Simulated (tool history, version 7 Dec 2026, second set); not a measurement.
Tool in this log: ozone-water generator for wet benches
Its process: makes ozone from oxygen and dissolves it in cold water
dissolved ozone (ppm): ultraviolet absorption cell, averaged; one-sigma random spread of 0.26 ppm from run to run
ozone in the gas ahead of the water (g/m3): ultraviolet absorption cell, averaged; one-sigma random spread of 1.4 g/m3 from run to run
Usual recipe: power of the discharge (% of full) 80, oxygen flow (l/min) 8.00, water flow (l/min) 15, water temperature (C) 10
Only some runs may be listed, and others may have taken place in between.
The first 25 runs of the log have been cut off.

run	day	power of the discharge (% of full)	oxygen flow (l/min)	water flow (l/min)	water temperature (C)	hours of work since the electrodes were changed	hours of work since the contactor was cleaned	hours of work since the thermometer was calibrated	dissolved ozone (ppm)	ozone in the gas ahead of the water (g/m3)
26	138.762	84	12.39	15	7	6312	3000	2330	38.4	190.8
27	143.329	72	8.99	19	7	6379	3066	2396	30.5	205.2
28	149.312	72	12.78	11	7	6465	3153	2483	40.1	161.8
29	154.483	53	12.53	15	7	6540	3228	2558	24.9	125.1
# day 157.292: contactor cleaned
# day 159.608: gauge calibrated
30	161.358	80	8.00	11	5	6637	59	2655	53.5	251.6
31	167.429	80	8.00	11	10	6725	147	2743	49.1	253.3
32	173.212	80	8.00	15	10	6809	231	2827	38.9	251.6
33	179.442	45	8.00	15	10	6899	321	2917	23.1	148.0

Branching from run 33: 3 alternative next runs. What would each branch give?
A	185.908	66	13.04	15	6	6993	414	3010	?	?
B	185.908	48	5.32	15	10	6993	414	3010	?	?
C	185.908	45	12.73	15	10	6993	414	3010	?	?

run	dissolved ozone (ppm)	ozone in the gas ahead of the water (g/m3)
A	30.8	153.0
B	26.4	207.4
C	20.2	110.1
With no hidden state in the tool, these same runs would have given:
run	dissolved ozone (ppm)	ozone in the gas ahead of the water (g/m3)
A	30.9	154.0
B	26.4	208.7
C	20.2	110.8
